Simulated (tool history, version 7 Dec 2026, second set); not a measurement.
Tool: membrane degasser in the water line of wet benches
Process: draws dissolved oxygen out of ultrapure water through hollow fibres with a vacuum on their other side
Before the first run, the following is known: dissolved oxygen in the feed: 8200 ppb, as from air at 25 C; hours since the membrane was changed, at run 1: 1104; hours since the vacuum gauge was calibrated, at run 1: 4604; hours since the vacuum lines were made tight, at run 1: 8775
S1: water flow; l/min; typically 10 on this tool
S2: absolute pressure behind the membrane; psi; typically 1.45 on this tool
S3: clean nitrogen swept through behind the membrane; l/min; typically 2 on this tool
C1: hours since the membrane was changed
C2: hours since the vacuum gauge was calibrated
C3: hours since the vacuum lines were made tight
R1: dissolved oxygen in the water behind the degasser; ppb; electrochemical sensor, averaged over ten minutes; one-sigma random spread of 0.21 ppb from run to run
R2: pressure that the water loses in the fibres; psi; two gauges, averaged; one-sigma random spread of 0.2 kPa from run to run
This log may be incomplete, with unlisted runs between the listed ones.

run     day  S1    S2    S3    C1    C2     C3     R1      R2
  1       0  10  1.45     2  1104  4604   8775   86.7   8.857
  2   1.996  10  1.45   4.5  1152  4652   8822   40.7   8.894
  3   4.021  10  1.45   4.5  1201  4700   8871   40.8   8.952
  4   5.038  10  1.45   4.5  1225  4725   8896   40.8   8.879
  5   7.421  10  1.45  5.96  1283  4782   8953   31.4   8.897
  6   9.017  10  1.45  5.96  1321  4820   8991   31.6   8.933
  7  10.946  10  1.02     2  1367  4867   9037   50.4    8.92
  8  12.379  10  1.02     2  1402  4901   9072   50.5   8.898
  9  14.046  10  1.02     2  1442  4941   9112   50.5   8.943
 10  16.033  10  1.02     2  1489  4989   9159   50.6    8.94
 11  17.212  10  3.28     2  1518  5017   9188  236.4   8.875
 12  19.512  10  3.28     2  1573  5072   9243    237   8.869
 13  21.075  10  3.28     2  1610  5110   9280  237.2    8.92
 14   22.05  10  3.28     2  1634  5133   9304  236.1   8.892
 15  23.725  10  3.28     2  1674  5173   9344  235.8   8.915
 16  25.504  10  3.28     2  1717  5216   9387  237.3   8.918
 17  27.488  10  3.28     2  1764  5264   9434  238.4   8.943
 18  28.762  10  3.28     2  1795  5294   9465    237   8.979
 19  30.079   6  3.28  2.54  1826  5326   9496  115.8   5.343
 20  31.988   8  2.26  1.42  1872  5372   9542  170.6   7.127
 21  33.717  10  1.02  5.29  1914  5413   9584   20.9   8.929
 22  35.192   6  1.94  5.09  1949  5449   9619   31.4   5.304
 23  36.875  14   1.9  3.66  1989  5489   9660  102.4  12.544
 24  39.071  10  0.94  3.93  2042  5542   9712   23.9   8.927
 25  40.938  14  1.45  2.62  2087  5586   9757   98.7  12.521
 26  42.667  14  1.45  2.62  2128  5628   9799     99   12.42
 27    44.9  14  2.22  2.62  2182  5682   9852  166.5  12.501
 28  46.788  14  1.45  1.67  2227  5727   9897  146.4  12.518
 29  48.383   6  1.45  5.89  2266  5765   9936   18.4   5.379
 30  50.042  10   1.1     2  2305  5805   9976     58   8.949
 31  51.388  14   1.1  1.86  2338  5837  10008   90.7  12.485
 32  53.017   7   1.1  4.55  2377  5876  10047   18.1   6.267
 33  54.612  11  2.38  0.94  2415  5915  10085  358.5   9.773

Forecast each of these 3 alternatives for the next run:
  A  56.146  12  1.71  1.55  2452  5951  10122   ?   ?
  B  56.146  12  2.05   0.8  2452  5951  10122   ?   ?
  C  56.146   7  2.36  1.37  2452  5951  10122   ?   ?

run     R1      R2
  A  165.8   10.72
  B  372.8  10.739
  C  166.2   6.253
With the hidden condition removed and each run's random variation left untouched, the same runs would have given:
run     R1      R2
  A  161.5  10.641
  B  365.2  10.662
  C  161.7   6.208
